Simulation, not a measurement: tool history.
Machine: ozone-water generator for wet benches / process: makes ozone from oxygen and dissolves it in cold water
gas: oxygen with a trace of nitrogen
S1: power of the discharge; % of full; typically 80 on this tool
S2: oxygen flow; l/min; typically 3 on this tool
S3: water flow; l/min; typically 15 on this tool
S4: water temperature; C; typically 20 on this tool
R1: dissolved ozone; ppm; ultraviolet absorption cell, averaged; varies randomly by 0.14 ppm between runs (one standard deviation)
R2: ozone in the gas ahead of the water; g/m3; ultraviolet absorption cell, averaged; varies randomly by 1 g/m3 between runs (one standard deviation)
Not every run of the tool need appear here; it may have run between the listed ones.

run	hour	S1	S2	S3	S4	R1	R2
1	0	80	3	15	20	15.1	174.2
2	111.3	80	3	15	20	14.9	175.8
3	273.7	80	3	15	20	15	173
4	445.3	80	3	15	26	13.4	171.4
5	603.8	80	3	15	26	13.4	170.8
6	716.3	80	3	15	26	13.3	172.1
7	820.6	80	2.56	15	16	14.8	183.3
8	924.1	80	2.44	11	15	19.3	188
9	1083.8	80	3.85	11	18	18.6	147.7
10	1159.8	59	3.73	11	18	14.9	119.8

What does the tool deliver on the next run?
11	1320.3	59	3.73	11	18	?	?

Run 11 gave R1 14.9 ppm, R2 118.7 g/m3.
Had the tool carried no hidden state, the very same run would have given R1 16.3 ppm, R2 126.4 g/m3.

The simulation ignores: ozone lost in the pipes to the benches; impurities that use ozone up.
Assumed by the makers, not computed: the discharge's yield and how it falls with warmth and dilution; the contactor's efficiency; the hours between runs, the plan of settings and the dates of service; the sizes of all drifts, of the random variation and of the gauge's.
